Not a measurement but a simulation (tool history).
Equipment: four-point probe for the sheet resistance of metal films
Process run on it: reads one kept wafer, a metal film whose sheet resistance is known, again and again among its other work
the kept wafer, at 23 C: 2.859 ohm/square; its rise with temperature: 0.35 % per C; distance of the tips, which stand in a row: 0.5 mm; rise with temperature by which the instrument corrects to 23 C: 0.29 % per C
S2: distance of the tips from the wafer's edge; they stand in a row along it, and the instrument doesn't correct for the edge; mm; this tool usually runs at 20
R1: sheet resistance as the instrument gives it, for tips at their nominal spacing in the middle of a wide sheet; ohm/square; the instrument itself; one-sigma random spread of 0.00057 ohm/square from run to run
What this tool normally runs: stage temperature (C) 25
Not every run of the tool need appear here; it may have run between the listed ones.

Run 1, hour 0.0: usual settings. Result: R1 2.863435 ohm/square.
Run 2, hour 85.4: usual settings. Result: R1 2.863529 ohm/square.
Run 3, hour 164.7: usual settings. Result: R1 2.863345 ohm/square.
Run 4, hour 223.4: usual settings. Result: R1 2.863475 ohm/square.
Run 5, hour 333.6: usual settings. Result: R1 2.863566 ohm/square.
Run 6, hour 442.5: usual settings. Result: R1 2.863126 ohm/square.
Run 7, hour 538.2: usual settings but stage temperature (C) 20. Result: R1 2.854834 ohm/square.
Run 8, hour 661.8: usual settings but S2 47 mm. Result: R1 2.862746 ohm/square.
Run 9, hour 757.6: usual settings but stage temperature (C) 24. Result: R1 2.861976 ohm/square.
At hour 882.2: stage's thermometer calibrated.
Run 10, hour 899.9: usual settings but S2 36 mm. Result: R1 2.866153 ohm/square.
Run 11, hour 1040.2: usual settings but stage temperature (C) 18, S2 42 mm. Result: R1 2.853196 ohm/square.
Run 12, hour 1161.2: usual settings but stage temperature (C) 35, S2 30 mm. Result: R1 2.884254 ohm/square.
Run 13, hour 1231.7: usual settings but stage temperature (C) 23, S2 27 mm. Result: R1 2.863644 ohm/square.
Run 14, hour 1354.4: usual settings but stage temperature (C) 24, S2 10 mm. Result: R1 2.869867 ohm/square.
Run 15, hour 1478.3: usual settings but stage temperature (C) 20, S2 9 mm. Result: R1 2.862640 ohm/square.
Run 16, hour 1557.0: usual settings but stage temperature (C) 34, S2 5 mm. Result: R1 2.899641 ohm/square.
Run 17, hour 1684.7: usual settings but S2 19 mm. Result: R1 2.867159 ohm/square.
Run 18, hour 1805.3: usual settings but stage temperature (C) 20, S2 5 mm. Result: R1 2.873363 ohm/square.
Run 19, hour 1866.2: usual settings but stage temperature (C) 20, S2 5 mm. Result: R1 2.873219 ohm/square.

Below are 3 alternative next runs, each starting from the tool's condition after run 19. Predict each:
Run A, hour 1934.3: usual settings but stage temperature (C) 24, S2 12 mm. Result: R1 ?.
Run B, hour 1934.3: usual settings but stage temperature (C) 29, S2 6 mm. Result: R1 ?.
Run C, hour 1934.3: usual settings but S2 5 mm. Result: R1 ?.

run        R1
  A  2.868313
  B  2.885154
  C  2.881869
Take away the tool's hidden state, keep each run's random variation, and the runs would have read:
run        R1
  A  2.863894
  B  2.880691
  C  2.877427
